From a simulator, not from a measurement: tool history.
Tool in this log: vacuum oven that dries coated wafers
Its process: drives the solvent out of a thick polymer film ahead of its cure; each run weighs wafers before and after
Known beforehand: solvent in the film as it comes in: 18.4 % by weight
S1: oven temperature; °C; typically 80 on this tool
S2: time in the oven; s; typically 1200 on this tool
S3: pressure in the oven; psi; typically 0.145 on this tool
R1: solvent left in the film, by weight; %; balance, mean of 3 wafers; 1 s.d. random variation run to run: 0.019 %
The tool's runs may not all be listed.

run,hour,S1,S2,S3,R1
1,0.0,80,1200,0.145,4.81
2,12.2,80,1200,0.145,4.86
3,26.5,80,1200,0.145,4.81
4,41.4,76,1200,0.145,6.42
5,65.1,76,1200,0.145,6.46
# hour 83.1: oven's thermocouples calibrated
6,85.5,76,1200,0.145,6.66
7,101.7,80,1200,0.145,5.04
8,123.6,80,1200,0.145,5.06
# hour 142.2: oven's thermocouples calibrated, once more
9,144.5,80,1080,0.213,5.39
10,161.3,69,1020,0.110,9.64
11,171.8,77,1140,0.319,6.60
12,187.3,77,1140,0.319,6.60
13,209.3,79,1980,0.145,2.69

Consider 5 possible next runs. They are alternatives, not a sequence: every one starts from the tool as it was left by run 13. What does each give?
A,223.8,85,960,0.145,?
B,223.8,81,900,0.145,?
C,223.8,92,1980,0.145,?
D,223.8,81,1980,0.144,?
E,223.8,76,1560,0.236,?

run,R1
A,3.99
B,5.86
C,0.46
D,2.11
E,5.13
With no hidden state in the tool, these same runs would have given:
run,R1
A,3.78
B,5.63
C,0.40
D,1.93
E,4.88

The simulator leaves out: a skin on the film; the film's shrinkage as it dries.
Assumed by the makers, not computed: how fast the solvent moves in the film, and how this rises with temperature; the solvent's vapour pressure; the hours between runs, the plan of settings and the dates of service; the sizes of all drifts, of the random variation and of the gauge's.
